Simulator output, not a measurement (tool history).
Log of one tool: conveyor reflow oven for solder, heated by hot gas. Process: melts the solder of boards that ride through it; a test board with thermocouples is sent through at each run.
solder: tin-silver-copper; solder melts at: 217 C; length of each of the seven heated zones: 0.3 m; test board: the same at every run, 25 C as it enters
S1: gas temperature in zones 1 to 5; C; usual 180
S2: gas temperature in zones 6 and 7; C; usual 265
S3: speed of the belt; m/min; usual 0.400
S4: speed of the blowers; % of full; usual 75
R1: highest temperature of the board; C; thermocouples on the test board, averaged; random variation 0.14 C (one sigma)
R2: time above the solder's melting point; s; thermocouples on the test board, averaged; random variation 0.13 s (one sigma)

run   hour   S1   S2     S3  S4     R1    R2
  1    0.0  180  265  0.400  75  255.3  74.1
  2    9.3  180  265  0.400  63  253.0  71.8
  3   14.3  180  265  0.400  63  253.1  71.6
  4   24.1  180  265  0.400  63  252.7  71.7
  5   34.0  180  265  0.400  75  255.3  74.2
  6   40.4  180  265  0.400  75  254.9  73.9
  7   51.5  180  265  0.400  75  254.9  73.7
  8   58.7  180  265  0.400  75  254.9  73.8
  9   69.9  180  265  0.400  75  255.1  73.8
 10   79.3  180  265  0.400  75  254.8  73.9
 11   84.0  186  265  0.393  75  256.1  79.1
 12   91.2  177  263  0.400  75  252.6  71.0
      96.8  -- flux residue cleaned out of gas plates and filters
 13  105.0  169  270  0.400  66  255.7  69.2
 14  112.9  169  274  0.400  60  258.2  70.4
 15  120.9  171  274  0.458  65  254.6  59.4
 16  130.0  173  272  0.476  82  255.8  58.7
 17  135.8  173  272  0.476  82  255.8  58.8
     150.0  -- flux residue cleaned out of gas plates and filters, once more
 18  151.6  195  265  0.400  57  254.9  81.0
 19  160.8  195  265  0.400  57  254.8  80.9
 20  167.3  195  265  0.400  57  254.8  81.1

Forecast each of these 4 alternatives for the next run:
  A  173.7  178  256  0.400  75   ?   ?
  B  173.7  171  275  0.339  57   ?   ?
  C  173.7  180  265  0.465  55   ?   ?
  D  173.7  190  265  0.400  57   ?   ?

run     R1    R2
  A  247.1  67.6
  B  264.8  91.1
  C  247.4  55.3
  D  253.9  77.6
Without the tool's hidden state the same runs would have given:
run     R1    R2
  A  247.0  67.1
  B  264.6  90.5
  C  247.2  54.8
  D  253.7  77.1

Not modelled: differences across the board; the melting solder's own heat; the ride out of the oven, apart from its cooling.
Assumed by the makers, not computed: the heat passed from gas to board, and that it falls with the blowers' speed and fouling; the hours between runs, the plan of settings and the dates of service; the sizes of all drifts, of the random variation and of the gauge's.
